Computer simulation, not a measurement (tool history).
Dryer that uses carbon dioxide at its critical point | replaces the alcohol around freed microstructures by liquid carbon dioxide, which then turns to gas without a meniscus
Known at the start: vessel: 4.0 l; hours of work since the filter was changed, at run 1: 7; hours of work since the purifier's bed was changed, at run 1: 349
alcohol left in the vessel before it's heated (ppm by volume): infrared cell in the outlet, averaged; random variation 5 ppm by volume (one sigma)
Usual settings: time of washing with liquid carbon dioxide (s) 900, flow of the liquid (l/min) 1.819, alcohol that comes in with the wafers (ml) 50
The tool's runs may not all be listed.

run,hour,time of washing with liquid carbon dioxide (s),flow of the liquid (l/min),alcohol that comes in with the wafers (ml),hours of work since the filter was changed,hours of work since the purifier's bed was changed,alcohol left in the vessel before it's heated (ppm by volume)
1,0.0,900,1.819,50,7,349,88
2,20.3,840,1.819,50,18,361,101
3,40.2,900,1.819,50,30,372,87
4,55.2,900,1.819,50,38,381,92
5,73.4,900,1.819,59,49,391,101
6,87.3,900,1.819,50,57,399,94
7,99.7,900,1.819,50,64,406,105
8,118.5,900,1.819,50,75,417,99
9,129.7,900,1.819,50,81,424,97
10,138.4,900,1.819,50,86,429,98
11,149.5,900,1.819,50,93,435,104
12,166.2,900,1.819,50,102,445,98
13,185.5,900,1.790,50,114,456,106
14,194.9,900,1.790,50,119,461,112
15,209.9,900,1.790,50,128,470,112
16,227.3,900,1.790,50,138,480,111
17,237.2,900,1.790,50,143,486,110
18,257.2,900,1.819,50,155,497,99
19,275.9,900,1.819,50,166,508,113
20,289.8,1320,1.819,50,174,516,79
21,299.2,1320,1.819,50,179,521,81
22,313.6,900,2.610,51,187,530,87
23,324.9,1080,1.880,26,194,536,82
24,337.3,900,1.670,48,201,543,137
25,348.4,1080,1.819,45,207,550,106
26,365.3,1080,1.350,80,217,560,193
27,373.9,540,1.819,50,222,565,445
28,391.6,540,1.730,21,232,575,271
29,408.3,720,1.730,21,242,584,153
30,421.8,600,2.010,25,250,592,176
31,438.3,900,1.819,105,259,602,178
32,455.7,900,1.819,105,269,612,177
33,467.0,540,1.210,50,276,618,1336
34,484.9,720,2.920,63,286,629,104
35,495.9,720,2.920,63,293,635,117
36,512.4,720,1.260,63,302,644,756
37,530.5,720,1.730,40,313,655,228
38,547.0,1080,1.819,25,322,664,114

Forecast each of these 5 alternatives for the next run:
A,560.0,1440,1.230,22,330,672,?
B,560.0,900,2.730,98,330,672,?
C,560.0,900,1.819,116,330,672,?
D,560.0,900,1.280,24,330,672,?
E,560.0,1080,1.819,113,330,672,?

run,alcohol left in the vessel before it's heated (ppm by volume)
A,122
B,110
C,182
D,218
E,117
Without the tool's hidden state the same runs would have given:
run,alcohol left in the vessel before it's heated (ppm by volume)
A,17
B,5
C,58
D,95
E,7

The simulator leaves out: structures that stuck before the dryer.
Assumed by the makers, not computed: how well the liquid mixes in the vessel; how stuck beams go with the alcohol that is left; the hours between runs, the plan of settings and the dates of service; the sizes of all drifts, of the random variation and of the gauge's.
